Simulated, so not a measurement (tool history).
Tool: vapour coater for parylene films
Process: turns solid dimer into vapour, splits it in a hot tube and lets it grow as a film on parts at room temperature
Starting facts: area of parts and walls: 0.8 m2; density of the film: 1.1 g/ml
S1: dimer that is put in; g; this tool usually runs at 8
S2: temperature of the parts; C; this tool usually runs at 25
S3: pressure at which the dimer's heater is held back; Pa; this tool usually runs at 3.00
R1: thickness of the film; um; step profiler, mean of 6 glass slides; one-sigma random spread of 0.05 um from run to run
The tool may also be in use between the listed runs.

run,hour,S1,S2,S3,R1
1,0.0,8,25,3.00,5.60
2,17.5,8,25,3.00,5.52
3,31.5,8,25,2.86,5.57
4,43.6,8,25,3.00,5.49
5,62.1,8,25,3.00,5.46
6,80.2,8,25,6.53,5.12
7,95.5,8,25,6.53,5.08
8,111.9,8,25,3.00,5.41
9,125.3,8,20,3.00,6.88
10,134.5,8,20,3.00,6.80
# hour 137.0: table's thermometer calibrated
11,150.6,8,20,3.00,6.88
12,161.2,8,19,6.21,6.71
13,178.4,8,19,6.21,6.70
14,193.0,6,26,3.00,3.71
15,201.8,6,18,3.00,5.67
16,210.5,12,25,3.00,7.88

For some of the steps in R1 from one run to the next: how much would appear even if the tool had no hidden state, given the settings, what came in and random variation, and how much remains for the hidden state plus any gauge scatter that the measured result and the result without hidden state don't share?
Hidden conditions of the tool in this case: vapour lost through the trap's worn valve, %; true temperature of the parts over the reading, C; drift of the gauge itself on film_um, %.
Run 13 -> 14: S1 8 -> 6, S2 19 -> 26, S3 6.21 -> 3.00. R1 -2.99 um: hidden state +0.36, all else -3.35.
